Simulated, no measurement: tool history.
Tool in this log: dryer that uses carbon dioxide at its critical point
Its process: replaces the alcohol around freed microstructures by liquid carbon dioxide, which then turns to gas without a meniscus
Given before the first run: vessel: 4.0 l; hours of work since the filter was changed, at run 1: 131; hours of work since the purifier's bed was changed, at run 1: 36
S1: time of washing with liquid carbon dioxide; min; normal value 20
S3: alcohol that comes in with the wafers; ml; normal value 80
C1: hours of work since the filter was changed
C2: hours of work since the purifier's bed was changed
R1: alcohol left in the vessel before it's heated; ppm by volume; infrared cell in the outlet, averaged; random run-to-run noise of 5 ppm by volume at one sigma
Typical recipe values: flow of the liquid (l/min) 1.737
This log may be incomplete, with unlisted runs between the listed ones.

{"run": 1, "hour": 0.0, "S1": 20, "flow of the liquid (l/min)": 1.737, "S3": 80, "C1": 131, "C2": 36, "R1": 12}
{"run": 2, "hour": 35.8, "S1": 20, "flow of the liquid (l/min)": 1.737, "S3": 47, "C1": 144, "C2": 49, "R1": 9}
{"run": 3, "hour": 67.9, "S1": 20, "flow of the liquid (l/min)": 1.737, "S3": 21, "C1": 155, "C2": 60, "R1": 18}
{"run": 4, "hour": 105.1, "S1": 20, "flow of the liquid (l/min)": 1.737, "S3": 93, "C1": 168, "C2": 74, "R1": 21}
{"run": 5, "hour": 141.8, "S1": 20, "flow of the liquid (l/min)": 1.737, "S3": 93, "C1": 182, "C2": 87, "R1": 21}
{"run": 6, "hour": 173.1, "S1": 20, "flow of the liquid (l/min)": 1.737, "S3": 93, "C1": 193, "C2": 98, "R1": 30}
{"run": 7, "hour": 192.5, "S1": 20, "flow of the liquid (l/min)": 1.737, "S3": 93, "C1": 200, "C2": 105, "R1": 21}
{"run": 8, "hour": 222.2, "S1": 20, "flow of the liquid (l/min)": 1.737, "S3": 80, "C1": 210, "C2": 116, "R1": 30}
{"run": 9, "hour": 258.2, "S1": 20, "flow of the liquid (l/min)": 1.737, "S3": 80, "C1": 223, "C2": 129, "R1": 23}
{"run": 10, "hour": 288.3, "S1": 20, "flow of the liquid (l/min)": 2.65, "S3": 80, "C1": 234, "C2": 139, "R1": 18}
{"run": 11, "hour": 318.2, "S1": 13, "flow of the liquid (l/min)": 1.737, "S3": 59, "C1": 245, "C2": 150, "R1": 100}
{"run": 12, "hour": 340.5, "S1": 14, "flow of the liquid (l/min)": 1.737, "S3": 82, "C1": 253, "C2": 158, "R1": 97}
{"run": 13, "hour": 365.7, "S1": 14, "flow of the liquid (l/min)": 1.737, "S3": 82, "C1": 262, "C2": 167, "R1": 101}
{"run": 14, "hour": 389.7, "S1": 21, "flow of the liquid (l/min)": 1.78, "S3": 80, "C1": 270, "C2": 176, "R1": 28}
{"run": 15, "hour": 408.1, "S1": 14, "flow of the liquid (l/min)": 1.94, "S3": 48, "C1": 277, "C2": 182, "R1": 50}
{"run": 16, "hour": 433.6, "S1": 14, "flow of the liquid (l/min)": 1.94, "S3": 48, "C1": 286, "C2": 191, "R1": 41}
{"run": 17, "hour": 463.0, "S1": 16, "flow of the liquid (l/min)": 2.28, "S3": 69, "C1": 297, "C2": 202, "R1": 43}
{"run": 18, "hour": 485.1, "S1": 16, "flow of the liquid (l/min)": 2.28, "S3": 69, "C1": 304, "C2": 210, "R1": 37}
{"run": 19, "hour": 502.8, "S1": 16, "flow of the liquid (l/min)": 1.82, "S3": 65, "C1": 311, "C2": 216, "R1": 48}
{"run": 20, "hour": 532.3, "S1": 20, "flow of the liquid (l/min)": 1.13, "S3": 49, "C1": 321, "C2": 227, "R1": 109}

Pick out some run-to-run changes in R1. Of each, how much would a tool without hidden state show as well, from the settings, what came in and chance, and how much is left for the hidden state and any gauge scatter not in both results compared?
Hidden state at play: flow that reaches the vessel past the clogged filter, %; alcohol in the recycled carbon dioxide, ppm; drift of the gauge itself on alcohol_ppm, %.
Run 10 -> 11: S1 20 -> 13, flow of the liquid (l/min) 2.650 -> 1.737, S3 80 -> 59. R1 +82 ppm by volume: hidden state +14, all else +68.
Run 13 -> 14: S1 14 -> 21, flow of the liquid (l/min) 1.737 -> 1.780, S3 82 -> 80. R1 -73 ppm by volume: hidden state -11, all else -62.

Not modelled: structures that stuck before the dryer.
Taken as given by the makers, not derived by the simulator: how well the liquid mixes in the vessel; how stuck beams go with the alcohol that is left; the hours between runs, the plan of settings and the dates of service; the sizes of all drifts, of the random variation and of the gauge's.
